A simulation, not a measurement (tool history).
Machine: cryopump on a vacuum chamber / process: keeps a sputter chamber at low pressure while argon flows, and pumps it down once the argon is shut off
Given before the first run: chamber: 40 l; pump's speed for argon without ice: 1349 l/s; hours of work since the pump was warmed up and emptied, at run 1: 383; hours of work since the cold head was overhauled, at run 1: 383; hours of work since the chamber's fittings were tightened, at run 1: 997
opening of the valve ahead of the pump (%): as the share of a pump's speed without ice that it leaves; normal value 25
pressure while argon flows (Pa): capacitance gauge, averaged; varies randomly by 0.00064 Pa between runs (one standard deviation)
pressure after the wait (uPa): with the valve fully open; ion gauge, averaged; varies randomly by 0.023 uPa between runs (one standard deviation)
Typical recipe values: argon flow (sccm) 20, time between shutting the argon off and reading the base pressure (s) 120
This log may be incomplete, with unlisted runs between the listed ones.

| run | day | argon flow (sccm) | time between shutting the argon off and reading the base pressure (s) | opening of the valve ahead of the pump (%) | hours of work since the pump was warmed up and emptied | hours of work since the cold head was overhauled | hours of work since the chamber's fittings were tightened | pressure while argon flows (Pa) | pressure after the wait (uPa) |
|---|---|---|---|---|---|---|---|---|---|
| 1 | 0 | 20 | 120 | 25 | 383 | 383 | 997 | 0.1048 | 1.23 |
| 2 | 2.017 | 20 | 120 | 25 | 416 | 416 | 1030 | 0.1055 | 1.27 |
| 3 | 4.129 | 20 | 120 | 25 | 450 | 450 | 1064 | 0.1058 | 1.3 |
| 4 | 7.638 | 20 | 120 | 25 | 507 | 507 | 1121 | 0.1071 | 1.32 |
| 5 | 9.496 | 20 | 120 | 32 | 537 | 537 | 1151 | 0.0857 | 1.42 |
| 6 | 12.942 | 13 | 120 | 32 | 593 | 593 | 1207 | 0.0567 | 1.47 |
| 7 | 14.667 | 13 | 120 | 25 | 621 | 621 | 1235 | 0.0707 | 1.44 |
| 8 | 17.538 | 20 | 29 | 25 | 668 | 668 | 1282 | 0.1086 | 3.13 |
| 9 | 19.85 | 20 | 53 | 25 | 705 | 705 | 1320 | 0.1086 | 2.21 |
| 10 | 22.017 | 20 | 120 | 25 | 741 | 741 | 1355 | 0.1115 | 1.57 |
| 11 | 24.188 | 20 | 120 | 25 | 776 | 776 | 1390 | 0.1125 | 1.62 |
|  | 24.975 | pump warmed up, emptied and cooled again |
| 12 | 27.183 | 20 | 120 | 25 | 36 | 821 | 1435 | 0.1009 | 1.3 |
| 13 | 29.004 | 20 | 120 | 25 | 65 | 851 | 1465 | 0.1016 | 1.3 |
| 14 | 31.138 | 20 | 120 | 25 | 100 | 885 | 1499 | 0.1007 | 1.32 |
| 15 | 33.008 | 20 | 120 | 25 | 130 | 916 | 1530 | 0.1014 | 1.36 |
| 16 | 35.425 | 20 | 120 | 25 | 170 | 955 | 1569 | 0.1031 | 1.42 |
| 17 | 38.729 | 9 | 120 | 40 | 223 | 1009 | 1623 | 0.0294 | 1.49 |
| 18 | 40.829 | 9 | 106 | 26 | 257 | 1043 | 1657 | 0.0458 | 1.51 |
| 19 | 42.825 | 15 | 106 | 26 | 290 | 1075 | 1689 | 0.0748 | 1.58 |
| 20 | 44.317 | 20 | 120 | 24 | 314 | 1099 | 1713 | 0.107 | 1.52 |
| 21 | 47.646 | 20 | 120 | 24 | 368 | 1153 | 1767 | 0.108 | 1.56 |

Run 22 is up next; what results do you expect?
| 22 | 49.112 | 10 | 145 | 16 | 392 | 1177 | 1791 | ? | ? |

pressure while argon flows (Pa): 0.081
pressure after the wait (uPa): 1.54
If the tool had no hidden condition, the same run with the same run-to-run variation would have returned pressure while argon flows (Pa) 0.0784, pressure after the wait (uPa) 0.68.
